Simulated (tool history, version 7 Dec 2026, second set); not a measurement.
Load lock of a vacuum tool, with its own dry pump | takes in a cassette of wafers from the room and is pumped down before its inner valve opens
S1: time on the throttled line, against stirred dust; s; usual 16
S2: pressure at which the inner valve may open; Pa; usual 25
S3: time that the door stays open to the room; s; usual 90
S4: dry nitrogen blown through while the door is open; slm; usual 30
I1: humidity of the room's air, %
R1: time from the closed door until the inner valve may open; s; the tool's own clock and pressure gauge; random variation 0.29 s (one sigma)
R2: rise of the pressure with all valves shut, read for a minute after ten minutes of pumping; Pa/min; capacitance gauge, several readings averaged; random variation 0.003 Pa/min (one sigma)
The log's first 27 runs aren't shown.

| run | hour | S1 | S2 | S3 | S4 | I1 | R1 | R2 |
|---|---|---|---|---|---|---|---|---|
| 28 | 9260 | 16 | 45 | 45 | 5 | 45 | 23.3 | 0.05 |
| 29 | 9679.8 | 16 | 45 | 45 | 38 | 45.5 | 23.2 | 0.029 |
| 30 | 9889.4 | 23 | 36 | 26 | 5 | 46 | 29.8 | 0.04 |
| 31 | 10076.8 | 17 | 24 | 201 | 25 | 44.7 | 24.6 | 0.057 |
| 32 | 10363.2 | 32 | 35 | 54 | 27 | 45.5 | 36.5 | 0.035 |
| 33 | 10726.3 | 32 | 35 | 54 | 27 | 46.8 | 37.4 | 0.032 |
| 34 | 11071.3 | 32 | 35 | 54 | 27 | 47.1 | 36.6 | 0.037 |
| 35 | 11377.8 | 32 | 35 | 54 | 27 | 43.7 | 36.6 | 0.027 |
| 36 | 11769.3 | 12 | 25 | 90 | 7 | 42.4 | 20.9 | 0.059 |
| 37 | 12106.3 | 13 | 47 | 36 | 28 | 44.1 | 20.4 | 0.028 |

Forecast each of these 3 alternatives for the next run:
| A | 12391.6 | 16 | 25 | 203 | 11 | 45.5 | ? | ? |
| B | 12391.6 | 10 | 47 | 67 | 28 | 44.6 | ? | ? |
| C | 12391.6 | 13 | 47 | 36 | 34 | 45.7 | ? | ? |

| run | R1 | R2 |
|---|---|---|
| A | 24.1 | 0.074 |
| B | 18.3 | 0.038 |
| C | 20.8 | 0.026 |
Without the tool's hidden state the same runs would have given:
| run | R1 | R2 |
|---|---|---|
| A | 24.1 | 0.073 |
| B | 18.3 | 0.037 |
| C | 20.8 | 0.025 |

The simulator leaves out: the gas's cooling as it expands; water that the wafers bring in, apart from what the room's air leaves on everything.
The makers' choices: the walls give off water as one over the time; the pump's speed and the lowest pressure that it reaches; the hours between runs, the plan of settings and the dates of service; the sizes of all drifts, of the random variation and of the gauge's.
